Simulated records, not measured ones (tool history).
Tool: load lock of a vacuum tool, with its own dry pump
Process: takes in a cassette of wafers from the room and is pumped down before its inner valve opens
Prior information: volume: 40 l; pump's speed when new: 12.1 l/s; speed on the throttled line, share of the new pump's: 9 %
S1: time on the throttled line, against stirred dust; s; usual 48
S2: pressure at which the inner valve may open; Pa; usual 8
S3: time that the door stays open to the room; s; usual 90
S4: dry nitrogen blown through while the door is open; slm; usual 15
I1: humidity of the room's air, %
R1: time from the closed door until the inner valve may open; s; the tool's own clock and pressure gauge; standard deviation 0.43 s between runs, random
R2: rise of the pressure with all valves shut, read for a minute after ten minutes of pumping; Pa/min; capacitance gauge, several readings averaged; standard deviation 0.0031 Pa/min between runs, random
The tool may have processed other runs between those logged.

run 1 day=0.000 | S1=48 S2=8 S3=90 S4=15 | I1=46.3 | R1=75.1 R2=0.277
run 2 day=7.483 | S1=48 S2=8 S3=90 S4=15 | I1=46.4 | R1=75.1 R2=0.283
run 3 day=20.179 | S1=48 S2=8 S3=90 S4=15 | I1=46.4 | R1=76.0 R2=0.295
run 4 day=38.004 | S1=48 S2=8 S3=90 S4=15 | I1=46.6 | R1=76.4 R2=0.305
run 5 day=49.692 | S1=92 S2=8 S3=90 S4=15 | I1=45.6 | R1=115.2 R2=0.317
run 6 day=62.608 | S1=48 S2=8 S3=90 S4=9 | I1=43.0 | R1=75.5 R2=0.331
run 7 day=72.238 | S1=48 S2=8 S3=90 S4=9 | I1=44.6 | R1=75.9 R2=0.338
run 8 day=86.546 | S1=48 S2=8 S3=90 S4=9 | I1=46.9 | R1=75.9 R2=0.370
run 9 day=97.696 | S1=48 S2=8 S3=90 S4=9 | I1=45.8 | R1=75.6 R2=0.364
run 10 day=105.588 | S1=48 S2=8 S3=90 S4=13 | I1=44.9 | R1=75.9 R2=0.366
run 11 day=123.133 | S1=48 S2=8 S3=90 S4=13 | I1=43.8 | R1=76.4 R2=0.365
run 12 day=134.238 | S1=48 S2=10 S3=90 S4=15 | I1=45.4 | R1=75.7 R2=0.388
run 13 day=145.912 | S1=48 S2=8 S3=90 S4=15 | I1=45.2 | R1=76.3 R2=0.387
run 14 day=163.275 | S1=48 S2=8 S3=90 S4=15 | I1=44.7 | R1=76.5 R2=0.407
run 15 day=175.262 | S1=48 S2=8 S3=90 S4=15 | I1=49.2 | R1=75.7 R2=0.417
run 16 day=189.758 | S1=91 S2=8 S3=90 S4=15 | I1=46.5 | R1=115.5 R2=0.424
run 17 day=207.767 | S1=91 S2=8 S3=90 S4=15 | I1=48.9 | R1=114.6 R2=0.440
run 18 day=216.783 | S1=48 S2=8 S3=90 S4=15 | I1=41.8 | R1=76.5 R2=0.429
run 19 day=228.329 | S1=48 S2=8 S3=90 S4=15 | I1=45.1 | R1=77.0 R2=0.458
run 20 day=238.275 | S1=71 S2=8 S3=90 S4=30 | I1=45.6 | R1=97.9 R2=0.448
run 21 day=247.521 | S1=75 S2=8 S3=90 S4=8 | I1=45.7 | R1=101.6 R2=0.486
run 22 day=257.521 | S1=55 S2=8 S3=90 S4=22 | I1=44.9 | R1=83.1 R2=0.469
run 23 day=270.700 | S1=55 S2=8 S3=90 S4=22 | I1=43.1 | R1=83.9 R2=0.476
run 24 day=288.158 | S1=55 S2=6 S3=90 S4=22 | I1=47.8 | R1=85.1 R2=0.501
run 25 day=301.538 | S1=46 S2=11 S3=202 S4=9 | I1=44.7 | R1=74.2 R2=0.588
run 26 day=310.492 | S1=57 S2=8 S3=123 S4=15 | I1=41.9 | R1=86.0 R2=0.543
run 27 day=318.942 | S1=88 S2=13 S3=160 S4=15 | I1=48.0 | R1=111.1 R2=0.583
-- day=331.888 door's seal changed, seat wiped
run 28 day=336.971 | S1=48 S2=8 S3=27 S4=15 | I1=45.6 | R1=77.3 R2=0.028
run 29 day=349.633 | S1=49 S2=15 S3=90 S4=15 | I1=45.5 | R1=76.9 R2=0.065
run 30 day=365.192 | S1=89 S2=9 S3=95 S4=15 | I1=47.5 | R1=114.5 R2=0.078
run 31 day=373.175 | S1=48 S2=8 S3=106 S4=19 | I1=45.6 | R1=77.3 R2=0.071
run 32 day=381.529 | S1=48 S2=6 S3=118 S4=11 | I1=45.4 | R1=78.2 R2=0.093
run 33 day=397.442 | S1=48 S2=6 S3=118 S4=11 | I1=46.2 | R1=78.2 R2=0.098
run 34 day=412.917 | S1=29 S2=8 S3=90 S4=15 | I1=46.1 | R1=60.8 R2=0.075
run 35 day=429.475 | S1=48 S2=8 S3=90 S4=20 | I1=46.1 | R1=78.2 R2=0.076
run 36 day=440.367 | S1=48 S2=8 S3=90 S4=20 | I1=44.4 | R1=78.5 R2=0.076
run 37 day=448.642 | S1=63 S2=10 S3=90 S4=6 | I1=44.2 | R1=90.5 R2=0.114

Here are 4 independent what-if runs from the current tool condition. What would each one return?
run A day=460.808 | S1=48 S2=8 S3=36 S4=5 | I1=43.0 | R1=? R2=?
run B day=460.808 | S1=42 S2=10 S3=90 S4=6 | I1=46.7 | R1=? R2=?
run C day=460.808 | S1=63 S2=10 S3=33 S4=6 | I1=45.9 | R1=? R2=?
run D day=460.808 | S1=42 S2=8 S3=43 S4=15 | I1=43.1 | R1=? R2=?

run=A R1=78.2 R2=0.070
run=B R1=72.0 R2=0.110
run=C R1=90.8 R2=0.069
run=D R1=73.3 R2=0.063
Take away the tool's hidden state, keep each run's random variation, and the runs would have read:
run=A R1=75.0 R2=0.041
run=B R1=68.8 R2=0.080
run=C R1=87.9 R2=0.039
run=D R1=70.0 R2=0.034

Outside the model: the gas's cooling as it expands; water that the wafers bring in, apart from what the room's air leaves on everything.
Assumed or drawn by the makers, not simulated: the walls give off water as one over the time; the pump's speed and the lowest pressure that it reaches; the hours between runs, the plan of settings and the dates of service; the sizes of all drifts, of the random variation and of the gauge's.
